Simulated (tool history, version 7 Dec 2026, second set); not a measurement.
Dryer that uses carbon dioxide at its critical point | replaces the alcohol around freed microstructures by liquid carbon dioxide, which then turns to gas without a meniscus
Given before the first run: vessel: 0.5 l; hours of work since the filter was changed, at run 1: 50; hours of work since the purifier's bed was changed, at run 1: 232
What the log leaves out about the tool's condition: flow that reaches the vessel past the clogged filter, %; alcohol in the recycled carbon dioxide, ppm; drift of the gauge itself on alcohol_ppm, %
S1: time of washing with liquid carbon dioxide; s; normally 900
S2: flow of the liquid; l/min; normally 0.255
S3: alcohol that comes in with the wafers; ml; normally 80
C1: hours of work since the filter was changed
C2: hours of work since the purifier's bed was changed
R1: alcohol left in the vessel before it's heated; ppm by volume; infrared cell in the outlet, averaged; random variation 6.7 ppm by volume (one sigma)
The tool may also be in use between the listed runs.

| run | hour | S1 | S2 | S3 | C1 | C2 | R1 |
|---|---|---|---|---|---|---|---|
| 1 | 0.0 | 900 | 0.255 | 80 | 50 | 232 | 381 |
| 2 | 6.9 | 900 | 0.255 | 80 | 54 | 236 | 365 |
| 3 | 15.5 | 900 | 0.255 | 80 | 59 | 241 | 366 |
| 4 | 26.3 | 900 | 0.255 | 80 | 65 | 247 | 381 |
| 5 | 34.6 | 900 | 0.255 | 54 | 70 | 252 | 283 |
| 6 | 45.3 | 900 | 0.255 | 54 | 76 | 258 | 275 |
| 7 | 55.1 | 900 | 0.255 | 80 | 82 | 264 | 402 |
| 8 | 62.3 | 900 | 0.255 | 80 | 86 | 268 | 386 |
| 9 | 66.7 | 840 | 0.255 | 80 | 88 | 270 | 558 |
| 10 | 77.3 | 840 | 0.255 | 80 | 94 | 276 | 578 |
| 11 | 84.8 | 720 | 0.255 | 53 | 99 | 281 | 836 |
| 12 | 93.9 | 720 | 0.255 | 53 | 104 | 286 | 867 |
| 13 | 98.5 | 720 | 0.255 | 53 | 106 | 288 | 844 |
| 14 | 108.1 | 840 | 0.255 | 53 | 112 | 294 | 402 |
| 15 | 114.4 | 840 | 0.255 | 53 | 115 | 297 | 403 |
| 16 | 124.6 | 780 | 0.179 | 45 | 121 | 303 | 2150 |
| 17 | 132.3 | 1080 | 0.216 | 57 | 126 | 308 | 290 |
| 18 | 138.3 | 1080 | 0.216 | 57 | 129 | 311 | 274 |

Alternative continuations, all from the tool just after run 18; predict every row:
| A | 146.7 | 540 | 0.216 | 57 | 134 | 316 | ? |
| B | 146.7 | 900 | 0.279 | 80 | 134 | 316 | ? |
| C | 146.7 | 1080 | 0.346 | 57 | 134 | 316 | ? |

| run | R1 |
|---|---|
| A | 5079 |
| B | 267 |
| C | 62 |
Take away the tool's hidden state, keep each run's random variation, and the runs would have read:
| run | R1 |
|---|---|
| A | 4486 |
| B | 167 |
| C | 3 |

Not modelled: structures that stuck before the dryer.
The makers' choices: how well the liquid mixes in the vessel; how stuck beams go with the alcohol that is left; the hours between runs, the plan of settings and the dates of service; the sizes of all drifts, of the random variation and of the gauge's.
